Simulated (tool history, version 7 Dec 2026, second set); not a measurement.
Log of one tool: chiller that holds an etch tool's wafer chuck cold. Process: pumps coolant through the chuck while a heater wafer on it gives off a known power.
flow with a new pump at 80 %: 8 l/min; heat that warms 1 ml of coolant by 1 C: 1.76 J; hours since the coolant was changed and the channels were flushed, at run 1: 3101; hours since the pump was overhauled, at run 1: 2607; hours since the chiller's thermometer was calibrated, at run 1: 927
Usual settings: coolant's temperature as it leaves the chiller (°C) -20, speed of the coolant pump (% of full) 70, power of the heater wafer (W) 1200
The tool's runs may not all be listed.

run,day,coolant's temperature as it leaves the chiller (°C),speed of the coolant pump (% of full),power of the heater wafer (W),hours since the coolant was changed and the channels were flushed,hours since the pump was overhauled,hours since the chiller's thermometer was calibrated,chuck's temperature once it has settled (°C),how much warmer the coolant comes back (C)
1,0.000,-20,70,1200,3101,2607,927,-9.3,6.29
2,3.838,-20,70,1200,3193,2699,1019,-9.1,6.33
3,6.104,-20,70,1200,3248,2754,1074,-8.9,6.32
4,10.888,-20,70,1200,3363,2869,1189,-9.0,6.33
5,14.996,-20,70,1200,3461,2967,1287,-9.2,6.30
6,19.879,-20,80,1200,3578,3084,1404,-10.1,5.56
7,23.450,-20,80,1200,3664,3170,1490,-10.0,5.53
8,25.746,-20,70,1200,3719,3225,1545,-8.9,6.39
9,29.929,-20,70,1200,3820,3326,1646,-9.0,6.35
10,32.479,-20,70,1200,3881,3387,1707,-8.8,6.39
11,36.679,-20,70,907,3982,3488,1808,-11.9,4.82
12,41.142,-20,70,806,4089,3595,1915,-12.8,4.32
13,44.867,-29,70,968,4178,3684,2004,-20.1,5.22
14,47.767,-23,99,1389,4248,3754,2074,-13.1,5.26
15,52.650,-23,99,1389,4365,3871,2191,-13.2,5.21
16,57.333,-10,75,808,4477,3983,2303,-2.9,4.02
17,61.262,-29,80,808,4572,4078,2398,-22.5,3.80
18,63.950,-20,76,920,4636,4142,2462,-11.8,4.61
19,68.379,-12,86,967,4742,4249,2568,-4.4,4.29
20,73.371,-20,70,1543,4862,4368,2688,-5.2,8.46
21,78.125,-22,70,702,4976,4482,2802,-15.4,3.80
22,80.821,-22,75,781,5041,4547,2867,-15.2,4.00
23,84.458,-22,86,843,5128,4634,2954,-15.4,3.75
24,88.467,-27,70,1708,5224,4731,3051,-10.4,9.49

Forecast each of these 4 alternatives for the next run:
A,90.975,-27,77,858,5285,4791,3111,?,?
B,90.975,-28,70,1200,5285,4791,3111,?,?
C,90.975,-27,95,1708,5285,4791,3111,?,?
D,90.975,-29,78,840,5285,4791,3111,?,?

run,chuck's temperature once it has settled (°C),how much warmer the coolant comes back (C)
A,-19.4,4.32
B,-16.4,6.66
C,-13.7,6.80
D,-21.7,4.17
Without the tool's hidden state the same runs would have given:
run,chuck's temperature once it has settled (°C),how much warmer the coolant comes back (C)
A,-20.3,3.85
B,-18.0,5.93
C,-15.7,6.04
D,-22.5,3.71

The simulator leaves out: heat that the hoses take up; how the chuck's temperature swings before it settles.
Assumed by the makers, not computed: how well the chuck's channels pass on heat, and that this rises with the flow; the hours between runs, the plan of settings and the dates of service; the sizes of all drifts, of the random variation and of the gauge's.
